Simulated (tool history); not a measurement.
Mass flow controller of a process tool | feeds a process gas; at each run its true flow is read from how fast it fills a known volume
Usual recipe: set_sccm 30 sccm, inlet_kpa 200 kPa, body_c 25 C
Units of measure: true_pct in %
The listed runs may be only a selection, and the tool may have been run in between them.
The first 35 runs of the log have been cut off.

run    hour  set_sccm  inlet_kpa  body_c  true_pct
 36  3747.5        26        187      25     97.31
 37  3894.1        47        169      40     99.45
 38  3999.8        30        151      33     97.91
 39  4093.1        30        151      33     97.86
 40  4210.8        37        200      38     98.41
 41  4324.1        37        218      21     97.96
 42  4423.9        27        231      35     97.35
 43    4506        27        231      35     97.53
 44  4572.9        27        231      35     97.42
 45  4658.8        27        231      35      97.5
 46  4780.6        27        231      24     97.13
 47  4879.9        27        231      24     97.29
 48  4961.5        14        167      40     96.33

Branching from run 48: 4 alternative next runs. What would each branch give?
  A  5110.3        16        217      31         ?
  B  5110.3         9        261      24         ?
  C  5110.3        14        182      40         ?
  D  5110.3        37        277      24         ?

run  true_pct
  A     96.18
  B      94.8
  C     96.28
  D     97.82
What these runs would have given with no unlogged condition in the tool:
run  true_pct
  A     97.82
  B     97.14
  C     98.05
  D     98.95
